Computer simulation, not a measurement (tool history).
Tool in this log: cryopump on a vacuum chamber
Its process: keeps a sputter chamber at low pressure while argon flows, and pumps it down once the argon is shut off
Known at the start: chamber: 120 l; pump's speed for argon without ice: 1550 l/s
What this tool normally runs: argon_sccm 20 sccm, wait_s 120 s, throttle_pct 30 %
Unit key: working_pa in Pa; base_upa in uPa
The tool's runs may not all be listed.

run	day	argon_sccm	wait_s	throttle_pct	working_pa	base_upa
1	0	20	120	30	0.0735	1.54
2	0.6	20	120	30	0.0734	1.52
3	1.05	20	120	30	0.0739	1.59
4	1.346	20	30	30	0.0739	2.89
5	1.888	20	30	30	0.0736	2.84
6	2.171	20	120	30	0.0732	1.49
7	2.712	20	120	30	0.0739	1.49
8	3.338	20	221	30	0.0744	1.36
9	3.721	32	221	30	0.1185	1.38

What does the tool deliver on the next run?
10	4.233	15	99	31	?	?

Run 10 produced working_pa 0.0539 Pa, base_upa 1.62 uPa.
Minus the tool's unlogged condition, the same run would have read working_pa 0.0531 Pa, base_upa 0.74 uPa.
